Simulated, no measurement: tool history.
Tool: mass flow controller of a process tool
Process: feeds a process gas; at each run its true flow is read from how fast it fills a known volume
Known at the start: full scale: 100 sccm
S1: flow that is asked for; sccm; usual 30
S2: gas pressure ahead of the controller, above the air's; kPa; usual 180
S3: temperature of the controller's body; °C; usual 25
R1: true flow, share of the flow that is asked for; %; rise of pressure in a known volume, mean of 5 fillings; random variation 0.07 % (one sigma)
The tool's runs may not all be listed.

run,hour,S1,S2,S3,R1
1,0,30,180,25,99.19
2,106.2,30,180,25,99.17
3,219.2,30,180,25,99.13
4,324.8,30,180,28,99.49
5,492.4,30,180,23,98.98
6,717.8,30,180,23,98.96
7,959.6,30,180,23,98.84
8,1186.9,30,180,23,98.88
9,1357.4,30,244,23,98.66
10,1558.8,30,244,23,98.38
11,1740.2,19,244,23,98.01
12,1891.9,19,244,23,98.01
13,2123.2,19,244,23,97.98
14,2254.8,19,244,23,97.98
15,2382.8,19,244,23,97.96
16,2536.7,30,180,26,98.82
17,2710.3,17,180,26,98.35
18,2951.5,18,161,25,98.37
19,3063.3,21,161,24,98.49
20,3287.2,30,274,22,98.08
21,3497.4,63,172,34,100.19
22,3676,63,172,34,100.07
23,3779.2,21,273,25,97.8
24,3990.6,21,273,25,97.63
25,4125.1,23,160,34,99.15
26,4307.6,23,160,34,99.03
27,4536.1,23,199,25,98.16
28,4718,37,199,25,98.51
29,4849.9,79,151,20,99.41
30,5068.4,30,205,30,98.71
31,5185.3,30,205,30,98.63
32,5366.2,30,205,30,98.64
33,5482.1,30,176,30,98.85
34,5687.5,20,180,29,98.23

3 ways to go on from here, each from the tool as it stands after run 34. What would each give?
A,5833.2,30,180,22,?
B,5833.2,11,180,27,?
C,5833.2,32,149,23,?

run,R1
A,98.33
B,96.81
C,98.48
Without the tool's hidden state the same runs would have given:
run,R1
A,99.27
B,99.19
C,99.37
